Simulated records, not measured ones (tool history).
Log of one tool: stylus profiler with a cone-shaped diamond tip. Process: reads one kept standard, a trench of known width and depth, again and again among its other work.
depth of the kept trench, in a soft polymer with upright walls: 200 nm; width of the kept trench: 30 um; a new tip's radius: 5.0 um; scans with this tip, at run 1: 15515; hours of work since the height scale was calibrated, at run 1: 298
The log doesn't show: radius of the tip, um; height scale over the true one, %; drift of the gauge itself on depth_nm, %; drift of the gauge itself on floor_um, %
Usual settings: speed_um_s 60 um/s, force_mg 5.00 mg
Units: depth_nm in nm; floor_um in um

run   hour  speed_um_s  force_mg  scans with this tip  hours of work since the height scale was calibrated  depth_nm  floor_um
  1    0.0          60      5.00                15515                                                  298    204.42     25.88
  2   75.1          60      5.00                16124                                                  346    204.43     25.92
  3  148.2          23      5.00                16718                                                  392    204.47     25.95
  4  205.5          23      5.00                17182                                                  428    204.49     25.93
  5  248.3          23      5.00                17529                                                  455    204.52     25.91
  6  299.6          60      5.00                17946                                                  487    204.48     25.82
  7  348.1         124     11.92                18339                                                  517    207.91     25.69
  8  385.8         154      5.00                18645                                                  541    204.53     25.37
  9  450.3          72      7.85                19169                                                  582    206.04     25.75
 10  497.9         219      2.70                19555                                                  611    203.07     24.84
 11  578.6          60      2.13                20209                                                  662    202.71     25.54
 12  660.8          60      2.13                20876                                                  714    202.68     25.48

Forecast each of these 5 alternatives for the next run:
  A  735.2         116      2.42                21480                                                  761         ?         ?
  B  735.2         182      2.93                21480                                                  761         ?         ?
  C  735.2         151      7.12                21480                                                  761         ?         ?
  D  735.2          60     10.52                21480                                                  761         ?         ?
  E  735.2          21     13.17                21480                                                  761         ?         ?

run  depth_nm  floor_um
  A    202.91     25.17
  B    203.25     24.98
  C    205.76     25.34
  D    207.37     25.67
  E    208.53     25.68
Without the tool's hidden state the same runs would have given:
run  depth_nm  floor_um
  A    202.66     26.57
  B    203.00     26.37
  C    205.50     26.73
  D    207.11     27.06
  E    208.27     27.08

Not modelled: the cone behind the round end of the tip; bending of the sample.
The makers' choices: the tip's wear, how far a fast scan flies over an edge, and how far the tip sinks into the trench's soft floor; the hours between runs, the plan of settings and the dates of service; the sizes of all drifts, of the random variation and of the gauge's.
